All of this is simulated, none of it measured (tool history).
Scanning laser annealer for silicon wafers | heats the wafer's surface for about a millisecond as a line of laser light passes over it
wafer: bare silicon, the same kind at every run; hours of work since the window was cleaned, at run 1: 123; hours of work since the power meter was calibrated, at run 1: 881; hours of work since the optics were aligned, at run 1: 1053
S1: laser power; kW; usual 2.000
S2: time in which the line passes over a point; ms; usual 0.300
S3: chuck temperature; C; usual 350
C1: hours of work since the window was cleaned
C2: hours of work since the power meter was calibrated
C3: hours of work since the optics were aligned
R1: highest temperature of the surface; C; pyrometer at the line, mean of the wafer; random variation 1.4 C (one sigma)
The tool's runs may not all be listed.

run	hour	S1	S2	S3	C1	C2	C3	R1
1	0.0	2.000	0.300	350	123	881	1053	1090
2	45.9	2.000	0.300	350	157	915	1087	1086
3	91.3	2.000	0.300	350	190	948	1121	1087
4	139.0	2.000	0.300	366	225	984	1156	1103
5	205.5	2.000	0.300	366	274	1033	1205	1099
6	272.7	2.000	0.256	350	324	1082	1254	1030
7	355.4	2.000	0.369	389	385	1143	1315	1193
8	407.6	2.000	0.351	381	423	1182	1354	1165
# hour 419.0: optics aligned, line set to its width
9	482.6	1.829	0.260	381	475	1233	47	1003
10	561.3	2.069	0.260	352	533	1291	105	1047
11	604.7	1.846	0.350	350	565	1323	137	1067
12	663.8	1.846	0.350	339	608	1367	180	1056

Forecast each of these 4 alternatives for the next run:
A	727.9	1.773	0.215	350	656	1414	228	?
B	727.9	1.714	0.244	339	656	1414	228	?
C	727.9	2.188	0.300	352	656	1414	228	?
D	727.9	1.846	0.350	335	656	1414	228	?

run	R1
A	900
B	904
C	1133
D	1049
Without the tool's hidden state the same runs would have given:
run	R1
A	924
B	928
C	1167
D	1080
